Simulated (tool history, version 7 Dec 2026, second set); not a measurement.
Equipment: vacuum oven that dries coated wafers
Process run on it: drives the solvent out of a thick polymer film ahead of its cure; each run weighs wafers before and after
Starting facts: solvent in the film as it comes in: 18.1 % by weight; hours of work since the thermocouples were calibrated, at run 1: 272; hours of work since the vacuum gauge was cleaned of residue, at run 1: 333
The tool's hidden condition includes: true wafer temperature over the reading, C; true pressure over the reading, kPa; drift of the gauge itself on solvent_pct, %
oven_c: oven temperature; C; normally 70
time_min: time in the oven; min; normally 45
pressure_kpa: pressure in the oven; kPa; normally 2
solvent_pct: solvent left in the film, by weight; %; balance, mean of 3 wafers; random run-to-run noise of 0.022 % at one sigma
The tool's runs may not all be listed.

| run | hour | oven_c | time_min | pressure_kpa | hours of work since the thermocouples were calibrated | hours of work since the vacuum gauge was cleaned of residue | solvent_pct |
|---|---|---|---|---|---|---|---|
| 1 | 0 | 70 | 45 | 2 | 272 | 333 | 1.73 |
| 2 | 56.4 | 70 | 45 | 2 | 309 | 369 | 1.75 |
| 3 | 119.7 | 70 | 45 | 2.84 | 349 | 410 | 1.96 |
| 4 | 160 | 70 | 45 | 2.84 | 375 | 436 | 2.01 |
| 5 | 230.8 | 70 | 45 | 2.84 | 421 | 482 | 1.94 |
| 6 | 281.4 | 70 | 45 | 2.84 | 454 | 514 | 2.01 |
| 7 | 332.4 | 70 | 45 | 2.27 | 486 | 547 | 1.81 |
|  | 337.8 | oven's thermocouples calibrated |
| 8 | 381.2 | 56 | 57 | 1.45 | 28 | 577 | 3.12 |
| 9 | 441.3 | 56 | 57 | 1.45 | 67 | 616 | 3.18 |
| 10 | 483.8 | 73 | 48 | 3.18 | 94 | 643 | 1.48 |
|  | 506.1 | oven's thermocouples calibrated, once more |
| 11 | 546.8 | 80 | 34 | 4.3 | 26 | 683 | 1.78 |
| 12 | 609.6 | 80 | 34 | 4.3 | 67 | 723 | 1.74 |
| 13 | 680.6 | 80 | 34 | 4.3 | 112 | 769 | 1.78 |

Here are 3 independent what-if runs from the current tool condition. What would each one return?
| A | 749.6 | 57 | 37 | 2 | 157 | 813 | ? |
| B | 749.6 | 68 | 34 | 4.3 | 157 | 813 | ? |
| C | 749.6 | 82 | 25 | 1.38 | 157 | 813 | ? |

| run | solvent_pct |
|---|---|
| A | 5.62 |
| B | 3.99 |
| C | 1.72 |
With the hidden condition removed and each run's random variation left untouched, the same runs would have given:
| run | solvent_pct |
|---|---|
| A | 5.55 |
| B | 3.96 |
| C | 1.7 |

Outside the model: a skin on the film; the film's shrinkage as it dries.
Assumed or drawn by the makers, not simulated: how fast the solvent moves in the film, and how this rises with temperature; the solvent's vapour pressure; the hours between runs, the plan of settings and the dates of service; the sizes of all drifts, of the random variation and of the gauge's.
